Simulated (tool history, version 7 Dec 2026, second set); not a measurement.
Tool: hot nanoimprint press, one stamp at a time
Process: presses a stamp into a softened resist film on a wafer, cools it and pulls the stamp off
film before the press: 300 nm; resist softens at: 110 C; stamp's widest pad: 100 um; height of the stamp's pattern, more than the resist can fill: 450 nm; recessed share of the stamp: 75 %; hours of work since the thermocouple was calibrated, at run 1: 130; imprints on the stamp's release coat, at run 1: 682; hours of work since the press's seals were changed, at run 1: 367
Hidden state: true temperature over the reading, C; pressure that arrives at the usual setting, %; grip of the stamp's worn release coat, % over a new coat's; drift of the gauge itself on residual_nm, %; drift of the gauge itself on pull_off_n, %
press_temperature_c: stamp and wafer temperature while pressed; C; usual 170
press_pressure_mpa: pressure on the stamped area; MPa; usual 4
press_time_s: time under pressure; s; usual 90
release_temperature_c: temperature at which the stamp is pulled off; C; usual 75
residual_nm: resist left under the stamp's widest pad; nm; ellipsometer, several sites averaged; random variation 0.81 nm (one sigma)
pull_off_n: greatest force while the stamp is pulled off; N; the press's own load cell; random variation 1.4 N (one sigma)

run    hour  press_temperature_c  press_pressure_mpa  press_time_s  release_temperature_c  hours of work since the thermocouple was calibrated  imprints on the stamp's release coat  hours of work since the press's seals were changed  residual_nm  pull_off_n
  1       0                  170                   4            90                     75                                                  130                                   682                                                 367        107.4         143
  2      41                  170                   4            90                     75                                                  147                                   752                                                 383        107.9         143
  3    78.6                  170                   4            90                     75                                                  162                                   815                                                 398        106.4         145
  4   110.6                  170                   4            90                     75                                                  175                                   869                                                 411        106.6         145
      132.9  -- stamp cleaned and given a new release coat
  5   188.5                  170                   4            90                     75                                                  203                                    94                                                 440        104.8         133
  6   233.5                  170                   4            90                     75                                                  221                                   170                                                 458          107         133
  7   290.9                  170                   4            90                     75                                                  244                                   268                                                 481          105         136
  8   358.3                  170                   4            90                     75                                                  271                                   382                                                 508        104.2         138
  9   409.6                  170                   4            90                     67                                                  292                                   468                                                 528        106.7         162
 10   475.2                  170                   4            90                     67                                                  318                                   579                                                 555        104.2         161
 11   536.9                  170                   4            90                     67                                                  343                                   684                                                 579        102.6         164
 12   598.1                  170                   4            90                     67                                                  367                                   788                                                 604        104.1         166
 13   654.1                  170                   4            90                     67                                                  390                                   882                                                 626        104.4         164
      666.2  -- stamp cleaned and given a new release coat
 14   692.9                  170                   4            90                     75                                                  403                                    45                                                 639        102.3         130
 15   744.6                  170                   4            90                     75                                                  423                                   132                                                 660        102.4         131
 16   815.1                  170                   4            90                     75                                                  452                                   252                                                 688        101.4         135
 17   851.3                  159                2.46            90                     64                                                  466                                   313                                                 703        187.8         165
      871.4  -- plate thermocouple calibrated
 18   889.7                  159                2.46            90                     64                                                    7                                   373                                                 717        186.1         161
      901.2  -- press's hydraulic seals changed and the load cell set to zero
 19   943.2                  170                5.63           148                     75                                                   26                                   450                                                  17         65.7         133
 20   978.5                  170                5.63           148                     75                                                   40                                   510                                                  31         66.6         134
 21  1021.8                  170                5.63           148                     75                                                   57                                   583                                                  48           65         134
 22  1051.6                  170                5.63           148                     75                                                   69                                   633                                                  60         64.9         137
 23  1111.5                  171                5.13           148                     74                                                   93                                   735                                                  84         64.6         136
 24  1145.4                  171                5.13           148                     74                                                  106                                   792                                                  98         63.8         139
 25  1202.5                  171                5.13           148                     74                                                  129                                   889                                                 121         65.7         141
       1215  -- stamp cleaned and given a new release coat
 26  1250.4                  171                5.13           148                     74                                                  146                                    60                                                 137         65.6         129
 27  1300.9                  171                4.35           148                     62                                                  166                                   145                                                 157         70.5         165
     1314.4  -- plate thermocouple calibrated, once more
 28  1359.9                  172                5.32           168                     71                                                   18                                   240                                                 180         65.8         151
 29  1426.4                  164                5.84           110                     61                                                   45                                   352                                                 206        103.1         180

3 ways to go on from here, each from the tool as it stands after run 29. What would each give?
  A  1468.7                  180                5.84            78                     61                                                   62                                   424                                                 223            ?           ?
  B  1468.7                  164                3.21           110                     61                                                   62                                   424                                                 223            ?           ?
  C  1468.7                  170                 3.1           165                     73                                                   62                                   424                                                 223            ?           ?

run  residual_nm  pull_off_n
  A         63.3         181
  B          140         182
  C         93.7         144
Without the tool's hidden state the same runs would have given:
run  residual_nm  pull_off_n
  A         63.3         175
  B        141.1         175
  C         94.4         139

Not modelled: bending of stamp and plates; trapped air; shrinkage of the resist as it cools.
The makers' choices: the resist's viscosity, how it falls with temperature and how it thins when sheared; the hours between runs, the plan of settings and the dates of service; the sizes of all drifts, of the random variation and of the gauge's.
